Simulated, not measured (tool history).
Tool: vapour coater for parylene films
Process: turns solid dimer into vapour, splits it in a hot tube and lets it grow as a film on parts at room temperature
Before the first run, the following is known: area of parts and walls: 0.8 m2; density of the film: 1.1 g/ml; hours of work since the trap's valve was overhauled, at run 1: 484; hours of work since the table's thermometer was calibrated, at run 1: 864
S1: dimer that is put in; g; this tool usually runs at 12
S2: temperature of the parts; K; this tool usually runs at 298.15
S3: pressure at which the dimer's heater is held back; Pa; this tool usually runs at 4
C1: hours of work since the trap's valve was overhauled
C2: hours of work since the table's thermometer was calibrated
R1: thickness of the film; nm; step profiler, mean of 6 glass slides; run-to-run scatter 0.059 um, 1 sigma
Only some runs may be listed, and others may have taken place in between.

run	hour	S1	S2	S3	C1	C2	R1
1	0	12	298.15	4	484	864	7190
2	28.8	12	298.15	3.56	503	883	7150
3	61.4	12	291.15	3.56	525	905	8920
# hour 91.8: table's thermometer calibrated
4	108.2	12	298.15	4	555	11	6900
5	142.6	12	298.15	4	577	33	6960
6	186.2	12	298.15	4	606	62	6990
7	205.3	12	298.15	6.68	619	75	6530
# hour 234.4: trap's valve overhauled
8	237.4	12	298.15	6.68	2	93	7460
9	256.3	12	298.15	4	14	106	7640
# hour 288.5: table's thermometer calibrated, once more
10	288.6	11	298.15	4	35	0	7450
11	312.9	11	298.15	4	51	16	7400
12	354.8	15	298.15	4	79	44	10030
13	378	15	298.15	4	94	59	9750
14	404.4	15	298.15	4	111	76	9970
15	425.1	15	298.15	4	125	90	9850
16	461.3	15	298.15	4	149	114	9870
17	492.5	15	298.15	4	169	134	9800
18	534.1	15	298.15	4	197	162	9650
19	553.2	15	298.15	2.42	209	174	10120
20	587.8	12	298.15	4	232	197	7740
21	621.9	12	294.15	4	254	219	8800
22	662	12	298.15	4	281	246	7650
23	688.8	12	298.15	8.41	299	264	7240
24	717	12	298.15	4	317	282	7550
25	758.4	7	298.15	2.98	344	309	4520
26	793.9	12	299.15	2.79	368	333	7460
27	821.6	10	304.15	4.73	386	351	5140
28	862	10	292.15	4.73	413	378	7380
29	882.9	12	297.15	5.73	426	391	7420
30	906.5	9	303.15	4	442	407	4720
31	928.9	9	303.15	4	457	422	4670
32	965.3	15	304.15	4	481	446	7470
33	1002	15	300.15	4.52	505	470	8300
34	1023.3	13	298.15	4.53	519	484	7720
35	1045.3	13	298.15	4.53	533	498	7680
36	1073.1	13	298.15	4.53	552	517	7690
37	1097.1	7	298.15	5.07	567	532	4160
38	1119.2	8	291.15	11.65	582	547	5480
39	1140	8	291.15	11.65	596	561	5470
40	1181.4	8	291.15	11.65	623	588	5420
# hour 1202.3: trap's valve overhauled
41	1230.6	12	298.15	11.3	19	618	7250
42	1259.5	9	291.15	4	38	637	7390
43	1304.2	21	298.15	4	67	666	13510
44	1326.5	21	298.15	4.8	82	681	13450
45	1367.5	10	303.15	4.8	109	708	5440
46	1411.4	12	302.15	3.94	138	737	6610
47	1450.9	12	297.15	4.28	164	763	7820

Below, each run's measurement less what the same run would have read without the hidden state. Both values contain the same run-to-run variation, but the gauge's scatter may not be the same in both:
Hidden state at play: vapour lost through the trap's worn valve, %; true temperature of the parts over the reading, C; drift of the gauge itself on film_um, %.
run	R1
1	-1020
2	-1060
3	-1370
4	-1210
5	-1270
6	-1340
7	-1260
8	-540
9	-580
10	-90
11	-120
12	-230
13	-250
14	-300
15	-330
16	-390
17	-430
18	-500
19	-550
20	-460
21	-580
22	-550
23	-550
24	-620
25	-410
26	-710
27	-510
28	-790
29	-820
30	-530
31	-560
32	-940
33	-1100
34	-1050
35	-1080
36	-1130
37	-620
38	-840
39	-860
40	-910
41	-290
42	-320
43	-690
44	-750
45	-330
46	-450
47	-590

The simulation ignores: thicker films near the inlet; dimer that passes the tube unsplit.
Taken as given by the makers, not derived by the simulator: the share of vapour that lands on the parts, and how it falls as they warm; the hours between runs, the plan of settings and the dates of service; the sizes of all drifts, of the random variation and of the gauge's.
